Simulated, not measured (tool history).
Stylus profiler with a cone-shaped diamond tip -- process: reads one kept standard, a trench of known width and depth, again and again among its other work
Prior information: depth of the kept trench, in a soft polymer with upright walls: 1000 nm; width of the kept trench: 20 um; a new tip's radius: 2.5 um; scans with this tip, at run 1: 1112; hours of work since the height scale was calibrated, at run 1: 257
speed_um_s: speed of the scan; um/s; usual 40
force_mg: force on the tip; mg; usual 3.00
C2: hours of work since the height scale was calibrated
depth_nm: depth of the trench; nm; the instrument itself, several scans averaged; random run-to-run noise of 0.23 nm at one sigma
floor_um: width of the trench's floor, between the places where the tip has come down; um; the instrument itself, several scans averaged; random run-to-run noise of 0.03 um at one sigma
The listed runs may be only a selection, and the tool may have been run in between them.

Run 1, hour 0.0: usual settings; scans with this tip 1112; C2 257. Result: depth_nm 1010.09 nm, floor_um 15.79 um.
Run 2, hour 13.1: usual settings; scans with this tip 1152; C2 267. Result: depth_nm 1010.25 nm, floor_um 15.78 um.
Run 3, hour 26.6: usual settings; scans with this tip 1193; C2 276. Result: depth_nm 1009.77 nm, floor_um 15.76 um.
Run 4, hour 51.4: usual settings; scans with this tip 1268; C2 294. Result: depth_nm 1009.81 nm, floor_um 15.74 um.
Run 5, hour 79.2: usual settings; scans with this tip 1353; C2 313. Result: depth_nm 1010.25 nm, floor_um 15.72 um.
Run 6, hour 106.7: usual settings; scans with this tip 1437; C2 332. Result: depth_nm 1009.65 nm, floor_um 15.79 um.
Run 7, hour 135.4: usual settings; scans with this tip 1524; C2 353. Result: depth_nm 1010.11 nm, floor_um 15.72 um.
Run 8, hour 163.9: usual settings; scans with this tip 1611; C2 373. Result: depth_nm 1009.68 nm, floor_um 15.74 um.
At hour 166.6: height scale calibrated on a step standard.
Run 9, hour 186.6: usual settings; scans with this tip 1678; C2 14. Result: depth_nm 1008.71 nm, floor_um 15.73 um.
Run 10, hour 210.7: usual settings but force_mg 1.21 mg; scans with this tip 1752; C2 31. Result: depth_nm 1003.00 nm, floor_um 15.54 um.
Run 11, hour 233.4: usual settings; scans with this tip 1821; C2 47. Result: depth_nm 1008.98 nm, floor_um 15.68 um.
Run 12, hour 255.8: usual settings but speed_um_s 11 um/s, force_mg 1.24 mg; scans with this tip 1889; C2 63. Result: depth_nm 1002.99 nm, floor_um 15.85 um.
Run 13, hour 272.4: usual settings but speed_um_s 57 um/s, force_mg 1.69 mg; scans with this tip 1940; C2 75. Result: depth_nm 1005.06 nm, floor_um 15.47 um.
At hour 276.1: height scale calibrated on a step standard, once more.
Run 14, hour 299.2: usual settings but speed_um_s 57 um/s, force_mg 1.69 mg; scans with this tip 2020; C2 16. Result: depth_nm 1008.23 nm, floor_um 15.45 um.
Run 15, hour 324.7: usual settings but speed_um_s 86 um/s, force_mg 2.27 mg; scans with this tip 2097; C2 34. Result: depth_nm 1009.70 nm, floor_um 15.39 um.
Run 16, hour 349.2: usual settings but speed_um_s 14 um/s, force_mg 2.27 mg; scans with this tip 2172; C2 52. Result: depth_nm 1009.49 nm, floor_um 15.73 um.
Run 17, hour 374.8: usual settings but speed_um_s 26 um/s, force_mg 5.20 mg; scans with this tip 2250; C2 70. Result: depth_nm 1017.01 nm, floor_um 15.78 um.
Run 18, hour 389.7: usual settings but speed_um_s 26 um/s, force_mg 5.20 mg; scans with this tip 2295; C2 80. Result: depth_nm 1016.86 nm, floor_um 15.73 um.
Run 19, hour 418.7: usual settings but speed_um_s 26 um/s, force_mg 5.20 mg; scans with this tip 2383; C2 100. Result: depth_nm 1017.28 nm, floor_um 15.77 um.
Run 20, hour 447.1: usual settings but speed_um_s 74 um/s; scans with this tip 2470; C2 120. Result: depth_nm 1011.40 nm, floor_um 15.44 um.
Run 21, hour 458.8: usual settings but speed_um_s 143 um/s, force_mg 1.73 mg; scans with this tip 2506; C2 129. Result: depth_nm 1007.73 nm, floor_um 14.86 um.
Run 22, hour 483.0: usual settings but speed_um_s 28 um/s, force_mg 1.27 mg; scans with this tip 2579; C2 146. Result: depth_nm 1006.56 nm, floor_um 15.59 um.

Pick out some run-to-run changes in depth_nm. Of each, how much would a tool without hidden state show as well, from the settings, what came in and chance, and how much is left for the hidden state and any gauge scatter not in both results compared?
The tool's hidden condition here consists of: radius of the tip, um; height scale over the true one, %; drift of the gauge itself on depth_nm, %; drift of the gauge itself on floor_um, %.
Run 8 -> 9: height scale calibrated on a step standard. depth_nm -0.97 nm: hidden state -1.30, all else +0.33.
Run 11 -> 12: speed_um_s 40 -> 11, force_mg 3.00 -> 1.24. depth_nm -5.99 nm: hidden state -0.04, all else -5.95.
Run 13 -> 14: height scale calibrated on a step standard, once more. depth_nm +3.17 nm: hidden state +3.71, all else -0.54.
Run 16 -> 17: speed_um_s 14 -> 26, force_mg 2.27 -> 5.20. depth_nm +7.52 nm: hidden state -0.06, all else +7.58.
